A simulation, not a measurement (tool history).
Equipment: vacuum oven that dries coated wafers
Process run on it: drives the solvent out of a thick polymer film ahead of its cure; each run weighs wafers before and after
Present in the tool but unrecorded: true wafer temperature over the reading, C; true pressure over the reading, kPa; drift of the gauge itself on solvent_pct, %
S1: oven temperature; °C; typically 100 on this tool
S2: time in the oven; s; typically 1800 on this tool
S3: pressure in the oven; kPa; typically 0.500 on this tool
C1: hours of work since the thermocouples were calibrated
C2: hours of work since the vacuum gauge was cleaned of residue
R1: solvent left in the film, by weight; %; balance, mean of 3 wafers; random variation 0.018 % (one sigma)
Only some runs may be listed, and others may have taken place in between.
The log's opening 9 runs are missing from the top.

run   hour   S1    S2     S3   C1   C2    R1
 10  219.0  100  1800  0.286  268  428  2.44
 11  245.2  100  1800  0.286  279  440  2.43
 12  265.3  100  1920  0.500  288  448  2.39
 13  300.2  100  1920  0.500  303  463  2.39
 14  329.4  100  2220  0.500  315  475  1.96
     334.4  -- oven's thermocouples calibrated
 15  363.3  100  2220  0.500   12  489  1.91
 16  385.0  102  2880  0.500   22  498  1.08
 17  399.4  102  2880  0.500   28  504  1.13
 18  422.4  100  2640  0.558   37  514  1.56
 19  457.3  102  1080  0.558   52  529  3.99
 20  478.7   97  1800  1.044   61  538  3.49
 21  503.2  110  1140  0.530   72  549  2.30

What will run 22 give?
     510.2  -- oven's thermocouples calibrated, once more
 22  530.4  115  2280  1.359   9  559   ?

{"run 22": {"R1": 0.91}}
The same run, on a tool lacking any hidden state, would have yielded R1 0.79 %.

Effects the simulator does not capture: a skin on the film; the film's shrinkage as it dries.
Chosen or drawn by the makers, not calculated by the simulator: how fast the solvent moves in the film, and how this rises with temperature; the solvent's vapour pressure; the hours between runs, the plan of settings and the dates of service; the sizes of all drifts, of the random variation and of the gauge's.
